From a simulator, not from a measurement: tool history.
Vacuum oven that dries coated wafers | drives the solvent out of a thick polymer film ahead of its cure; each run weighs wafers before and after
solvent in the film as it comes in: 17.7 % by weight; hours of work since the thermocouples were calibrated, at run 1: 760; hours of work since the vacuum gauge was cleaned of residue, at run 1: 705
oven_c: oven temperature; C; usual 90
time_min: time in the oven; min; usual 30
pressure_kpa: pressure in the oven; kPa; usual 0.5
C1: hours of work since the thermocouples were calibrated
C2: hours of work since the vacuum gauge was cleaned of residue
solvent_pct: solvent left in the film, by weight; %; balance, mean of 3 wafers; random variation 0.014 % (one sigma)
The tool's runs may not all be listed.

{"run": 1, "hour": 0.0, "oven_c": 90, "time_min": 30, "pressure_kpa": 0.5, "C1": 760, "C2": 705, "solvent_pct": 0.75}
{"run": 2, "hour": 41.9, "oven_c": 90, "time_min": 30, "pressure_kpa": 0.5, "C1": 780, "C2": 725, "solvent_pct": 0.75}
{"run": 3, "hour": 83.0, "oven_c": 90, "time_min": 30, "pressure_kpa": 0.5, "C1": 800, "C2": 745, "solvent_pct": 0.73}
{"run": 4, "hour": 117.0, "oven_c": 93, "time_min": 30, "pressure_kpa": 0.5, "C1": 816, "C2": 761, "solvent_pct": 0.45}
{"run": 5, "hour": 155.7, "oven_c": 93, "time_min": 30, "pressure_kpa": 0.5, "C1": 835, "C2": 780, "solvent_pct": 0.45}
{"run": 6, "hour": 187.5, "oven_c": 100, "time_min": 30, "pressure_kpa": 0.5, "C1": 850, "C2": 795, "solvent_pct": 0.17}
{"run": 7, "hour": 218.7, "oven_c": 100, "time_min": 30, "pressure_kpa": 0.5, "C1": 865, "C2": 810, "solvent_pct": 0.16}
{"run": 8, "hour": 257.7, "oven_c": 100, "time_min": 30, "pressure_kpa": 0.5, "C1": 884, "C2": 829, "solvent_pct": 0.19}
{"run": 9, "hour": 283.8, "oven_c": 100, "time_min": 30, "pressure_kpa": 0.5, "C1": 896, "C2": 841, "solvent_pct": 0.17}
{"run": 10, "hour": 325.2, "oven_c": 100, "time_min": 30, "pressure_kpa": 0.5, "C1": 916, "C2": 861, "solvent_pct": 0.17}
{"run": 11, "hour": 361.8, "oven_c": 76, "time_min": 30, "pressure_kpa": 0.5, "C1": 933, "C2": 878, "solvent_pct": 4.3}
{"run": 12, "hour": 393.7, "oven_c": 76, "time_min": 30, "pressure_kpa": 0.5, "C1": 949, "C2": 894, "solvent_pct": 4.24}
{"run": 13, "hour": 422.1, "oven_c": 76, "time_min": 30, "pressure_kpa": 0.5, "C1": 962, "C2": 907, "solvent_pct": 4.21}
{"run": 14, "hour": 460.1, "oven_c": 76, "time_min": 30, "pressure_kpa": 0.5, "C1": 981, "C2": 926, "solvent_pct": 4.24}
{"run": 15, "hour": 479.7, "oven_c": 90, "time_min": 30, "pressure_kpa": 1.135, "C1": 990, "C2": 935, "solvent_pct": 0.87}
{"run": 16, "hour": 515.4, "oven_c": 90, "time_min": 30, "pressure_kpa": 1.135, "C1": 1007, "C2": 952, "solvent_pct": 0.92}
{"run": 17, "hour": 547.1, "oven_c": 90, "time_min": 30, "pressure_kpa": 1.135, "C1": 1022, "C2": 967, "solvent_pct": 0.88}
{"run": 18, "hour": 585.1, "oven_c": 90, "time_min": 30, "pressure_kpa": 1.135, "C1": 1040, "C2": 985, "solvent_pct": 0.9}
{"run": 19, "hour": 620.5, "oven_c": 100, "time_min": 52, "pressure_kpa": 1.826, "C1": 1057, "C2": 1002, "solvent_pct": 0.39}
{"run": 20, "hour": 656.6, "oven_c": 93, "time_min": 20, "pressure_kpa": 1.925, "C1": 1075, "C2": 1020, "solvent_pct": 1.5}
{"run": 21, "hour": 674.9, "oven_c": 93, "time_min": 20, "pressure_kpa": 1.925, "C1": 1083, "C2": 1028, "solvent_pct": 1.5}
{"run": 22, "hour": 703.2, "oven_c": 90, "time_min": 20, "pressure_kpa": 1.638, "C1": 1097, "C2": 1042, "solvent_pct": 2.02}
{"run": 23, "hour": 723.4, "oven_c": 90, "time_min": 48, "pressure_kpa": 0.502, "C1": 1107, "C2": 1052, "solvent_pct": 0.28}
{"hour": 727.3, "done": "vacuum gauge cleaned of residue and calibrated"}
{"run": 24, "hour": 750.8, "oven_c": 99, "time_min": 33, "pressure_kpa": 1.576, "C1": 1119, "C2": 11, "solvent_pct": 0.42}
{"run": 25, "hour": 785.8, "oven_c": 79, "time_min": 30, "pressure_kpa": 0.345, "C1": 1136, "C2": 28, "solvent_pct": 3.14}
{"run": 26, "hour": 811.7, "oven_c": 79, "time_min": 30, "pressure_kpa": 0.345, "C1": 1148, "C2": 40, "solvent_pct": 3.13}
{"run": 27, "hour": 829.3, "oven_c": 80, "time_min": 15, "pressure_kpa": 0.452, "C1": 1157, "C2": 49, "solvent_pct": 6.34}
{"run": 28, "hour": 869.5, "oven_c": 93, "time_min": 46, "pressure_kpa": 0.41, "C1": 1176, "C2": 68, "solvent_pct": 0.25}
{"hour": 877.7, "done": "vacuum gauge cleaned of residue and calibrated, once more"}
{"run": 29, "hour": 913.3, "oven_c": 92, "time_min": 26, "pressure_kpa": 1.897, "C1": 1196, "C2": 17, "solvent_pct": 0.97}
{"run": 30, "hour": 942.4, "oven_c": 92, "time_min": 19, "pressure_kpa": 0.903, "C1": 1210, "C2": 31, "solvent_pct": 1.52}
{"run": 31, "hour": 975.0, "oven_c": 92, "time_min": 19, "pressure_kpa": 0.903, "C1": 1226, "C2": 47, "solvent_pct": 1.47}
{"run": 32, "hour": 1014.3, "oven_c": 100, "time_min": 30, "pressure_kpa": 0.5, "C1": 1245, "C2": 65, "solvent_pct": 0.13}
{"run": 33, "hour": 1044.8, "oven_c": 101, "time_min": 51, "pressure_kpa": 0.332, "C1": 1259, "C2": 80, "solvent_pct": 0.06}

Hidden state at the last listed run before each entry between runs and at the first one after, where it differs:
Between runs 23 and 24: vacuum gauge cleaned of residue and calibrated (hour 727.3)
  true wafer temperature over the reading, C: 2.14 -> 2.16; true pressure over the reading, kPa: 0.233 -> 0.39
  measured less the result without the state, solvent_pct: -0.01 -> +0.03 %
Between runs 28 and 29: vacuum gauge cleaned of residue and calibrated, once more (hour 877.7)
  true wafer temperature over the reading, C: 2.24 -> 2.27; true pressure over the reading, kPa: 0.404 -> 0.007
  measured less the result without the state, solvent_pct: +0.06 -> -0.33 %
